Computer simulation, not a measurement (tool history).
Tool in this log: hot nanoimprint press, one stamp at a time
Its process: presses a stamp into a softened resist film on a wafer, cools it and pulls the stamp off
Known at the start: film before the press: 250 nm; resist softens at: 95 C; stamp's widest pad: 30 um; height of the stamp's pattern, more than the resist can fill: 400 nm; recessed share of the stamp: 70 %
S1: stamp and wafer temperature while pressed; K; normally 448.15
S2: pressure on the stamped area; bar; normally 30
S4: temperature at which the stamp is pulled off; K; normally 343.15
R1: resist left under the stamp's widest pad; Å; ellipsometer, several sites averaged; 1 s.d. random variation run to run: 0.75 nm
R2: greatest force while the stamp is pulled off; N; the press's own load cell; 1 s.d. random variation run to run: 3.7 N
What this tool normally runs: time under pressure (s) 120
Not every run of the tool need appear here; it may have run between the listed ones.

run 1 hour=0 | S1=448.15 S2=30 time_under_pressure_(s)=120 S4=343.15 | R1=1051 R2=199
run 2 hour=57.3 | S1=448.15 S2=30 time_under_pressure_(s)=120 S4=343.15 | R1=1050 R2=197
run 3 hour=130.6 | S1=448.15 S2=30 time_under_pressure_(s)=120 S4=343.15 | R1=1043 R2=211
run 4 hour=182.6 | S1=448.15 S2=30 time_under_pressure_(s)=120 S4=343.15 | R1=1042 R2=218
-- hour=207.4 stamp cleaned and given a new release coat
run 5 hour=221.2 | S1=448.15 S2=30 time_under_pressure_(s)=236 S4=343.15 | R1=792 R2=177
run 6 hour=286.6 | S1=448.15 S2=30 time_under_pressure_(s)=120 S4=343.15 | R1=1037 R2=189
run 7 hour=347.4 | S1=448.15 S2=31.7 time_under_pressure_(s)=120 S4=343.15 | R1=1014 R2=188
run 8 hour=379.8 | S1=448.15 S2=30 time_under_pressure_(s)=120 S4=343.15 | R1=1039 R2=193
run 9 hour=409.6 | S1=448.15 S2=30 time_under_pressure_(s)=120 S4=343.15 | R1=1018 R2=210
-- hour=452.6 plate thermocouple calibrated
run 10 hour=465.2 | S1=448.15 S2=30 time_under_pressure_(s)=120 S4=340.15 | R1=1021 R2=215
run 11 hour=507.7 | S1=448.15 S2=30 time_under_pressure_(s)=120 S4=340.15 | R1=997 R2=232
-- hour=529 stamp cleaned and given a new release coat
run 12 hour=587.1 | S1=448.15 S2=30 time_under_pressure_(s)=120 S4=343.15 | R1=1005 R2=186
run 13 hour=617.2 | S1=448.15 S2=30 time_under_pressure_(s)=120 S4=343.15 | R1=993 R2=196
run 14 hour=672.5 | S1=448.15 S2=30 time_under_pressure_(s)=120 S4=343.15 | R1=988 R2=200
run 15 hour=737.7 | S1=448.15 S2=30 time_under_pressure_(s)=120 S4=343.15 | R1=994 R2=203
-- hour=772.3 plate thermocouple calibrated, once more
run 16 hour=781.6 | S1=453.15 S2=41.7 time_under_pressure_(s)=120 S4=343.15 | R1=757 R2=215
run 17 hour=819.3 | S1=453.15 S2=41.7 time_under_pressure_(s)=120 S4=351.15 | R1=758 R2=205
-- hour=851.2 stamp cleaned and given a new release coat
run 18 hour=885.2 | S1=453.15 S2=41.7 time_under_pressure_(s)=120 S4=351.15 | R1=752 R2=172
run 19 hour=932.4 | S1=448.15 S2=30 time_under_pressure_(s)=220 S4=340.15 | R1=861 R2=198
run 20 hour=1004.9 | S1=448.15 S2=30 time_under_pressure_(s)=220 S4=340.15 | R1=861 R2=204
run 21 hour=1041.9 | S1=448.15 S2=30 time_under_pressure_(s)=163 S4=343.15 | R1=977 R2=201
run 22 hour=1077.4 | S1=448.15 S2=30 time_under_pressure_(s)=163 S4=343.15 | R1=967 R2=213
run 23 hour=1144.5 | S1=452.15 S2=30 time_under_pressure_(s)=120 S4=341.15 | R1=924 R2=220
-- hour=1170 stamp cleaned and given a new release coat
run 24 hour=1214.6 | S1=436.15 S2=30 time_under_pressure_(s)=104 S4=346.15 | R1=1765 R2=180
run 25 hour=1285.9 | S1=444.15 S2=30 time_under_pressure_(s)=155 S4=343.15 | R1=1146 R2=190
run 26 hour=1341.2 | S1=444.15 S2=30 time_under_pressure_(s)=155 S4=343.15 | R1=1136 R2=207
run 27 hour=1401.4 | S1=448.15 S2=21.4 time_under_pressure_(s)=120 S4=338.15 | R1=1229 R2=219
run 28 hour=1464.1 | S1=440.15 S2=30 time_under_pressure_(s)=120 S4=343.15 | R1=1448 R2=220

Consider 5 possible next runs. They are alternatives, not a sequence: every one starts from the tool as it was left by run 28. What does each give?
-- hour=1492 stamp cleaned and given a new release coat
run A hour=1534.9 | S1=448.15 S2=26.8 time_under_pressure_(s)=120 S4=343.15 | R1=? R2=?
-- hour=1492 stamp cleaned and given a new release coat
run B hour=1534.9 | S1=458.15 S2=27.7 time_under_pressure_(s)=120 S4=345.15 | R1=? R2=?
-- hour=1492 stamp cleaned and given a new release coat
run C hour=1534.9 | S1=455.15 S2=36.1 time_under_pressure_(s)=181 S4=343.15 | R1=? R2=?
-- hour=1492 stamp cleaned and given a new release coat
run D hour=1534.9 | S1=453.15 S2=24.1 time_under_pressure_(s)=96 S4=343.15 | R1=? R2=?
-- hour=1492 stamp cleaned and given a new release coat
run E hour=1534.9 | S1=440.15 S2=30 time_under_pressure_(s)=120 S4=338.15 | R1=? R2=?

run=A R1=1108 R2=179
run=B R1=715 R2=172
run=C R1=598 R2=181
run=D R1=1023 R2=181
run=E R1=1440 R2=192
Stripped of hidden state, with their random variation kept, the same runs would have yielded:
run=A R1=1152 R2=176
run=B R1=741 R2=168
run=C R1=616 R2=178
run=D R1=1063 R2=177
run=E R1=1491 R2=188
